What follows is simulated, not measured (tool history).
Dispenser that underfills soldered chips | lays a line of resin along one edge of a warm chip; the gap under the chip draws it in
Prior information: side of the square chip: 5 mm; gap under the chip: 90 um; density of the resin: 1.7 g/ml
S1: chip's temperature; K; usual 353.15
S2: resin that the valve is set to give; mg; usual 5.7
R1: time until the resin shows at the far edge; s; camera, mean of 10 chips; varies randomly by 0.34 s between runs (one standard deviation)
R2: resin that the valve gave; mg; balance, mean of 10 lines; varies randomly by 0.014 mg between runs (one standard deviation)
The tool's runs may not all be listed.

run,hour,S1,S2,R1,R2
1,0,353.15,5.7,18.9,5.59
2,2.3,353.15,5.7,19.6,5.59
# hour 3: new syringe of resin
3,7.2,353.15,7.32,18.4,7.17
4,10,355.15,5.7,18.4,5.59
# hour 11: new syringe of resin
5,13.1,355.15,5.7,16.2,5.57
6,17.4,355.15,5.7,18.2,5.56
# hour 18.8: new syringe of resin
7,20.5,355.15,4.95,16.1,4.8
8,23.9,355.15,5.23,17.1,5.1
9,26.1,355.15,5.23,18,5.07
# hour 26.7: new syringe of resin
10,30.7,355.15,5.23,17.1,5.08
11,32.9,362.15,6.79,12.9,6.55
# hour 34.7: new syringe of resin
12,37.1,362.15,6.79,11.3,6.55
13,40.8,339.15,6.77,40.5,6.52
# hour 42.6: new syringe of resin
14,43.6,344.15,5.93,27.1,5.7
15,46.7,338.15,5.73,40,5.52
# hour 50.4: new syringe of resin
# hour 51.7: dispensing valve cleaned and set on the balance
16,52,353.15,6.05,16.3,6.04
17,56.1,348.15,5.45,24.1,5.48
# hour 59.5: new syringe of resin
18,60.5,339.15,7.37,36.7,7.34

What if the next run were any one of these 4? Each begins from the tool's condition after run 18:
A,63.9,340.15,7.21,?,?
B,63.9,343.15,5.88,?,?
C,63.9,348.15,5.48,?,?
D,63.9,353.15,7.22,?,?

run,R1,R2
A,36.6,7.19
B,31.8,5.83
C,24.9,5.43
D,18.3,7.17
What these runs would have given with no unlogged condition in the tool:
run,R1,R2
A,31.7,7.23
B,27.5,5.86
C,21.6,5.46
D,15.8,7.21

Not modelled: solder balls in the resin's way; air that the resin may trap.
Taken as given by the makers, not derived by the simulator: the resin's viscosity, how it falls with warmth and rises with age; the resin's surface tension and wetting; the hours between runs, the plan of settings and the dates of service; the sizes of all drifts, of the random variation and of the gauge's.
